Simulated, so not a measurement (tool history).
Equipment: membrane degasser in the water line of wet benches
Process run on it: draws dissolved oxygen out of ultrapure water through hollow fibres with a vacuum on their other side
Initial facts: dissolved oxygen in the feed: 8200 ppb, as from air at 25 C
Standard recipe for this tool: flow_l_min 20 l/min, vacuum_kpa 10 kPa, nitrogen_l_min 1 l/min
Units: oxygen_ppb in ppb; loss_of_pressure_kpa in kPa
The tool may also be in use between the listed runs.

run   hour  flow_l_min  vacuum_kpa  nitrogen_l_min  oxygen_ppb  loss_of_pressure_kpa
  1      0          20          10               1         350                  30.7
  2   44.7          20          10               1       351.1                 30.77
  3   76.2          20          10               1       351.6                 30.71
  4  100.1          20          10               1       350.4                 30.73
  5  147.1          20          10            1.81       229.7                 30.66
  6  187.6          20          10            0.89       377.3                 30.85
  7  236.3          20        17.7            0.89       730.3                 31.07
  8  280.5          20        17.7            0.89       709.9                 30.92
  9  302.4          20        17.7            0.89       724.7                 30.98
 10  339.5          20        17.7            0.89         721                 30.62
 11  361.4          20        17.7            0.89       723.5                 31.33
 12  383.2          20        17.7            0.89       712.1                 31.19
 13  410.5          20          10               1       351.4                 31.14
 14  434.3          23        14.1               1       591.1                 35.95
 15  466.5          20        10.9             0.7       502.4                 31.03
 16  502.8          16          10            0.88       315.7                 25.01
 17  531.7          15         9.9               1       257.8                 23.28

For run 18, what comes out?
 18  580.2          32          10               1           ?                     ?

Run 18 measured oxygen_ppb 536.3 ppb, loss_of_pressure_kpa 50.07 kPa.
Were there no unlogged condition in the tool, this run, its random variation unchanged, would have produced oxygen_ppb 535.9 ppb, loss_of_pressure_kpa 49.05 kPa.
